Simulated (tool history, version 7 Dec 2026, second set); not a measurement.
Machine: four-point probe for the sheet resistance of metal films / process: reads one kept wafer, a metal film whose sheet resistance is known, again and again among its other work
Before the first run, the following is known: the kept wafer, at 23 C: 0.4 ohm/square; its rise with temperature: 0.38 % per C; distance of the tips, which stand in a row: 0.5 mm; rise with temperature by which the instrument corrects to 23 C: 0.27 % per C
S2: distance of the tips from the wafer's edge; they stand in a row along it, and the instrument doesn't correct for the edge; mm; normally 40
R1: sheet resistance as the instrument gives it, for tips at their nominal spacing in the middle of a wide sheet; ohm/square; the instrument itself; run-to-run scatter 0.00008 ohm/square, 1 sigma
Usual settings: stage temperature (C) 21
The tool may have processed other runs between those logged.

run 1 hour=0.0 | stage_temperature_(C)=21 S2=40 | R1=0.400238
run 2 hour=68.7 | stage_temperature_(C)=21 S2=40 | R1=0.400381
run 3 hour=124.0 | stage_temperature_(C)=21 S2=40 | R1=0.400312
run 4 hour=185.3 | stage_temperature_(C)=21 S2=23 | R1=0.400357
run 5 hour=226.5 | stage_temperature_(C)=21 S2=23 | R1=0.400448
run 6 hour=312.7 | stage_temperature_(C)=32 S2=23 | R1=0.405383
run 7 hour=358.6 | stage_temperature_(C)=32 S2=23 | R1=0.405535
-- hour=363.9 stage's thermometer calibrated
run 8 hour=424.5 | stage_temperature_(C)=21 S2=40 | R1=0.401025
run 9 hour=497.4 | stage_temperature_(C)=21 S2=61 | R1=0.400984
run 10 hour=585.1 | stage_temperature_(C)=21 S2=9 | R1=0.401766
run 11 hour=644.1 | stage_temperature_(C)=21 S2=40 | R1=0.400749
run 12 hour=726.9 | stage_temperature_(C)=21 S2=40 | R1=0.401013
-- hour=787.7 stage's thermometer calibrated, once more
run 13 hour=816.9 | stage_temperature_(C)=25 S2=62 | R1=0.400637
run 14 hour=904.2 | stage_temperature_(C)=34 S2=16 | R1=0.405135
run 15 hour=976.2 | stage_temperature_(C)=31 S2=36 | R1=0.403502
run 16 hour=1060.0 | stage_temperature_(C)=26 S2=5 | R1=0.403242
run 17 hour=1110.1 | stage_temperature_(C)=18 S2=41 | R1=0.397349
run 18 hour=1168.7 | stage_temperature_(C)=30 S2=5 | R1=0.405157
run 19 hour=1233.5 | stage_temperature_(C)=23 S2=12 | R1=0.400139
run 20 hour=1305.5 | stage_temperature_(C)=23 S2=12 | R1=0.400064
run 21 hour=1366.2 | stage_temperature_(C)=31 S2=28 | R1=0.403365
run 22 hour=1440.4 | stage_temperature_(C)=31 S2=28 | R1=0.403323
run 23 hour=1492.8 | stage_temperature_(C)=28 S2=74 | R1=0.401956
run 24 hour=1573.1 | stage_temperature_(C)=25 S2=16 | R1=0.400667

Branching from run 24: 3 alternative next runs. What would each branch give?
run A hour=1635.3 | stage_temperature_(C)=21 S2=4 | R1=?
run B hour=1635.3 | stage_temperature_(C)=21 S2=4 | R1=?
run C hour=1635.3 | stage_temperature_(C)=25 S2=6 | R1=?

run=A R1=0.402021
run=B R1=0.402137
run=C R1=0.401990
The same runs, with their run-to-run variation unchanged, on a tool lacking any hidden condition would have given:
run=A R1=0.402409
run=B R1=0.402525
run=C R1=0.402379
